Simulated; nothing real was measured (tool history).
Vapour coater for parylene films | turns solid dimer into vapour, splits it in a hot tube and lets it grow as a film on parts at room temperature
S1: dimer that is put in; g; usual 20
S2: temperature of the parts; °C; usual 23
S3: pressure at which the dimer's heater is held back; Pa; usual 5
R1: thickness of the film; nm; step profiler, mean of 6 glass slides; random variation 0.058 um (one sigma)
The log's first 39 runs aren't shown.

run    hour  S1  S2    S3     R1
 40    1090  17  27  5.97   4810
 41  1120.2  23  18     5   8910
 42  1146.2  20  31  6.23   4810
 43  1174.7  11  33  2.84   3030
 44  1204.7   8  16  9.15   2750
 45  1234.5   8  16  9.15   2740
 46  1270.6  30  21  3.05  11330
 47  1292.9  17  25  7.86   4470

Forecast each of these 3 alternatives for the next run:
  A  1315.8  20  25  10.27   ?
  B  1315.8  17  18  10.45   ?
  C  1315.8  20  34    8.1   ?

run    R1
  A  4940
  B  5300
  C  3980
Without the tool's hidden state the same runs would have given:
run    R1
  A  5430
  B  5810
  C  4360
